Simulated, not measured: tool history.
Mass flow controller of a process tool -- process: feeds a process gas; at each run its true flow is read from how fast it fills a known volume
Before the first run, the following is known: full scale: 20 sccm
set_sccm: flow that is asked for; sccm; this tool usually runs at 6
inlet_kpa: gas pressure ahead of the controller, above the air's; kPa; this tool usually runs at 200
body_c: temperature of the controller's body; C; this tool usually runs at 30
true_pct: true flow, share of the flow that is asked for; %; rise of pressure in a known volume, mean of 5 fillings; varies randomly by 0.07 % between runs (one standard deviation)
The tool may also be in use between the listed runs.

| run | day | set_sccm | inlet_kpa | body_c | true_pct |
|---|---|---|---|---|---|
| 1 | 0.000 | 6 | 200 | 30 | 98.85 |
| 2 | 11.425 | 6 | 200 | 30 | 99.07 |
| 3 | 24.404 | 6 | 200 | 30 | 98.92 |
| 4 | 37.592 | 6 | 200 | 30 | 99.03 |
| 5 | 52.817 | 6 | 200 | 30 | 99.19 |
| 6 | 63.554 | 6 | 200 | 21 | 100.10 |
| 7 | 78.104 | 6 | 173 | 21 | 100.02 |
| 8 | 91.754 | 6 | 200 | 30 | 99.32 |
| 9 | 102.388 | 6 | 272 | 30 | 99.92 |
| 10 | 117.942 | 3 | 200 | 30 | 99.26 |
| 11 | 135.200 | 6 | 158 | 30 | 99.08 |
| 12 | 143.821 | 6 | 158 | 30 | 99.11 |
| 13 | 161.479 | 6 | 158 | 30 | 99.17 |
|  | 162.588 | gauge calibrated |
| 14 | 171.675 | 3 | 237 | 32 | 98.93 |
| 15 | 190.271 | 5 | 247 | 32 | 99.06 |
| 16 | 209.592 | 6 | 200 | 32 | 98.70 |
| 17 | 223.221 | 6 | 261 | 26 | 100.05 |
| 18 | 239.492 | 6 | 261 | 26 | 100.09 |
|  | 248.704 | controller exchanged for a calibrated one |
| 19 | 252.117 | 15 | 189 | 29 | 99.62 |
| 20 | 263.992 | 3 | 221 | 21 | 100.22 |
| 21 | 273.683 | 11 | 279 | 21 | 101.09 |
| 22 | 284.350 | 11 | 279 | 26 | 100.48 |
| 23 | 293.662 | 2 | 251 | 27 | 99.96 |
| 24 | 302.950 | 2 | 251 | 27 | 99.98 |

The same runs without the tool's hidden state, with the same run-to-run variation:
Unlogged tool condition in this case: flow at rest that the sensor doesn't see, % of full scale; true flow over the shown one, %; drift of the gauge itself on true_pct, %.
| run | true_pct |
|---|---|
| 1 | 98.86 |
| 2 | 99.04 |
| 3 | 98.84 |
| 4 | 98.89 |
| 5 | 99.00 |
| 6 | 99.87 |
| 7 | 99.73 |
| 8 | 98.98 |
| 9 | 99.54 |
| 10 | 98.82 |
| 11 | 98.57 |
| 12 | 98.56 |
| 13 | 98.56 |
| 14 | 98.92 |
| 15 | 98.98 |
| 16 | 98.54 |
| 17 | 99.84 |
| 18 | 99.80 |
| 19 | 99.27 |
| 20 | 99.82 |
| 21 | 100.65 |
| 22 | 100.00 |
| 23 | 99.45 |
| 24 | 99.43 |
